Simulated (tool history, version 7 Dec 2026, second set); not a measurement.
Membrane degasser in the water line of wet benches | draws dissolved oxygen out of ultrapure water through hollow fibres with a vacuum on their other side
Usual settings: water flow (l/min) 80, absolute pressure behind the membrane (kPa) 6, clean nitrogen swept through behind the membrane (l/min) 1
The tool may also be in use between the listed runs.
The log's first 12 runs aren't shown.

run      day  water flow (l/min)  absolute pressure behind the membrane (kPa)  clean nitrogen swept through behind the membrane (l/min)  hours since the membrane was changed  hours since the vacuum gauge was calibrated  hours since the vacuum lines were made tight  dissolved oxygen in the water behind the degasser (ppb)  pressure that the water loses in the fibres (kPa)
 13   59.554                  80                                            6                                                         1                                  2966                                          359                                          3896                                                    687.2                                              39.46
 14   65.638                  80                                            6                                                         1                                  3112                                          505                                          4042                                                    682.9                                              39.27
 15     71.8                  80                                            6                                                         1                                  3260                                          653                                          4190                                                    690.7                                              39.33
 16   75.929                  80                                            6                                                         1                                  3359                                          752                                          4289                                                    687.3                                              39.08
 17   81.671                  80                                            6                                                         1                                  3497                                          890                                          4427                                                    682.5                                              39.31
      85.117  -- vacuum gauge calibrated, once more
 18   88.492                  56                                            6                                                      1.14                                  3660                                           81                                          4590                                                    385.2                                              27.42
 19   92.571                  56                                            6                                                      2.28                                  3758                                          179                                          4688                                                      282                                               27.4
 20   95.633                  59                                            6                                                      2.28                                  3831                                          252                                          4762                                                    306.4                                              29.03
 21  101.762                  59                                            6                                                      0.41                                  3978                                          399                                          4909                                                      652                                              29.27
 22    107.4                  59                                            6                                                      0.41                                  4114                                          535                                          5044                                                    652.5                                              29.11
 23    110.3                  59                                            6                                                      0.41                                  4183                                          604                                          5114                                                      651                                              29.15
 24  114.046                  57                                         4.91                                                         1                                  4273                                          694                                          5203                                                    320.6                                              28.27
 25  120.558                  57                                         4.91                                                         1                                  4430                                          851                                          5360                                                    318.1                                              27.92
 26  127.346                  80                                            6                                                      2.15                                  4592                                         1013                                          5523                                                    535.1                                              39.35
 27  132.638                  80                                            6                                                      0.43                                  4719                                         1141                                          5650                                                    878.1                                              39.66
 28  139.629                  49                                        13.89                                                      0.65                                  4887                                         1308                                          5817                                                   1319.4                                               24.1
 29  146.033                  49                                        13.89                                                      0.65                                  5041                                         1462                                          5971                                                   1297.6                                              24.17
 30  152.588                  97                                            6                                                      2.84                                  5198                                         1619                                          6128                                                    670.6                                              47.95
 31  155.829                  97                                         6.14                                                      2.84                                  5276                                         1697                                          6206                                                    697.2                                              48.41
 32  161.896                  97                                         6.14                                                      2.84                                  5422                                         1843                                          6352                                                      691                                              47.95
 33  168.829                  97                                         6.14                                                      2.84                                  5588                                         2009                                          6518                                                    687.6                                               48.1

3 ways to go on from here, each from the tool as it stands after run 33. What would each give?
  A  175.054                  53                                         6.53                                                      1.91                                  5737                                         2159                                          6668                                                        ?                                                  ?
  B  175.054                  97                                         7.04                                                      2.13                                  5737                                         2159                                          6668                                                        ?                                                  ?
  C  175.054                  77                                         6.14                                                      2.84                                  5737                                         2159                                          6668                                                        ?                                                  ?

run  dissolved oxygen in the water behind the degasser (ppb)  pressure that the water loses in the fibres (kPa)
  A                                                    314.9                                              26.37
  B                                                    795.7                                              48.42
  C                                                    476.2                                              38.25
Without the tool's hidden state the same runs would have given:
run  dissolved oxygen in the water behind the degasser (ppb)  pressure that the water loses in the fibres (kPa)
  A                                                    297.2                                              25.63
  B                                                    755.1                                              47.08
  C                                                    445.1                                              37.18
